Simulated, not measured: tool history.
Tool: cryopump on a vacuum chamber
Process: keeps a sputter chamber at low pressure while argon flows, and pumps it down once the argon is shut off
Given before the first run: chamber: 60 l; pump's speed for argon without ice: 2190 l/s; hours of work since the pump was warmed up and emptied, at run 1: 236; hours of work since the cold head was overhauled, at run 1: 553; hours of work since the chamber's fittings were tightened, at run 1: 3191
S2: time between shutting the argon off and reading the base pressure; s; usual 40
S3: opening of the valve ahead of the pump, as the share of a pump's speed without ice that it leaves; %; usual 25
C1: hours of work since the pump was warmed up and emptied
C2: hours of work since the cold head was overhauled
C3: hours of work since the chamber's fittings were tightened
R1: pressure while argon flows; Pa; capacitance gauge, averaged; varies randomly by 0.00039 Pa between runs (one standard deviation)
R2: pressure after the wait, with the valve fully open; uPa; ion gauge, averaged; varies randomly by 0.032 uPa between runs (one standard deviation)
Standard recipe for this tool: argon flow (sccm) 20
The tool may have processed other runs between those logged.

Run 1, hour 0.0: usual settings; C1 236; C2 553; C3 3191. Result: R1 0.0639 Pa, R2 2.38 uPa.
Run 2, hour 15.5: usual settings; C1 247; C2 563; C3 3202. Result: R1 0.0649 Pa, R2 2.39 uPa.
Run 3, hour 35.0: usual settings; C1 260; C2 577; C3 3215. Result: R1 0.0639 Pa, R2 2.41 uPa.
Run 4, hour 72.5: usual settings; C1 286; C2 603; C3 3241. Result: R1 0.0651 Pa, R2 2.39 uPa.
At hour 88.2: leaking fittings of the chamber tightened, without venting.
At hour 104.3: pump warmed up, emptied and cooled again.
Run 5, hour 104.3: usual settings; C1 0; C2 620; C3 8. Result: R1 0.0616 Pa, R2 1.66 uPa.
Run 6, hour 135.5: usual settings; C1 21; C2 641; C3 29. Result: R1 0.0623 Pa, R2 1.66 uPa.
Run 7, hour 168.5: usual settings; C1 44; C2 664; C3 52. Result: R1 0.0617 Pa, R2 1.68 uPa.
Run 8, hour 193.2: usual settings but argon flow (sccm) 9; C1 61; C2 681; C3 69. Result: R1 0.0281 Pa, R2 1.65 uPa.
Run 9, hour 212.6: usual settings but argon flow (sccm) 9; C1 75; C2 695; C3 82. Result: R1 0.0286 Pa, R2 1.64 uPa.
Run 10, hour 243.7: usual settings but argon flow (sccm) 17; C1 96; C2 716; C3 104. Result: R1 0.0534 Pa, R2 1.67 uPa.
Run 11, hour 271.1: usual settings but argon flow (sccm) 17; C1 115; C2 735; C3 123. Result: R1 0.0533 Pa, R2 1.68 uPa.
Run 12, hour 299.6: usual settings but argon flow (sccm) 40, S2 35 s; C1 135; C2 755; C3 142. Result: R1 0.1266 Pa, R2 1.87 uPa.
Run 13, hour 315.7: usual settings but argon flow (sccm) 40, S2 35 s; C1 146; C2 766; C3 153. Result: R1 0.1274 Pa, R2 1.93 uPa.
Run 14, hour 339.7: usual settings but argon flow (sccm) 29, S2 35 s; C1 162; C2 782; C3 170. Result: R1 0.0928 Pa, R2 1.83 uPa.
Run 15, hour 367.3: usual settings but argon flow (sccm) 29, S2 35 s; C1 181; C2 801; C3 189. Result: R1 0.0924 Pa, R2 1.89 uPa.
Run 16, hour 383.8: usual settings but argon flow (sccm) 29, S2 35 s; C1 193; C2 813; C3 200. Result: R1 0.0924 Pa, R2 1.94 uPa.
Run 17, hour 419.2: usual settings but argon flow (sccm) 26, S2 220 s, S3 46 %; C1 217; C2 837; C3 225. Result: R1 0.0465 Pa, R2 0.48 uPa.
Run 18, hour 442.1: usual settings but argon flow (sccm) 35, S3 36 %; C1 233; C2 853; C3 241. Result: R1 0.0793 Pa, R2 1.70 uPa.
Run 19, hour 469.4: usual settings but argon flow (sccm) 35, S3 36 %; C1 252; C2 872; C3 259. Result: R1 0.0802 Pa, R2 1.78 uPa.
Run 20, hour 502.0: usual settings but argon flow (sccm) 25, S3 58 %; C1 274; C2 894; C3 282. Result: R1 0.0373 Pa, R2 1.77 uPa.
Run 21, hour 530.0: usual settings but S2 228 s, S3 57 %; C1 294; C2 913; C3 301. Result: R1 0.0305 Pa, R2 0.49 uPa.

Predict each of these 5 candidate next runs independently; none follows another, all start after run 21:
At hour 550.3: pump warmed up, emptied and cooled again.
Run A, hour 551.5: usual settings but argon flow (sccm) 16, S3 28 %; C1 1; C2 925; C3 313. Result: R1 ?, R2 ?.
At hour 550.3: pump warmed up, emptied and cooled again.
Run B, hour 551.5: usual settings but argon flow (sccm) 8, S3 39 %; C1 1; C2 925; C3 313. Result: R1 ?, R2 ?.
At hour 550.3: pump warmed up, emptied and cooled again.
Run C, hour 551.5: usual settings but S2 30 s, S3 28 %; C1 1; C2 925; C3 313. Result: R1 ?, R2 ?.
At hour 550.3: pump warmed up, emptied and cooled again.
Run D, hour 551.5: usual settings but argon flow (sccm) 13, S2 62 s, S3 38 %; C1 1; C2 925; C3 313. Result: R1 ?, R2 ?.
At hour 550.3: pump warmed up, emptied and cooled again.
Run E, hour 551.5: usual settings but argon flow (sccm) 13, S2 228 s, S3 57 %; C1 1; C2 925; C3 313. Result: R1 ?, R2 ?.

run      R1    R2
  A  0.0446  1.70
  B  0.0161  1.77
  C  0.0554  2.23
  D  0.0263  1.16
  E  0.0176  0.47
The same runs, with their run-to-run variation unchanged, on a tool lacking any hidden condition would have given:
run      R1    R2
  A  0.0445  1.62
  B  0.0160  1.69
  C  0.0552  2.15
  D  0.0262  1.08
  E  0.0175  0.40
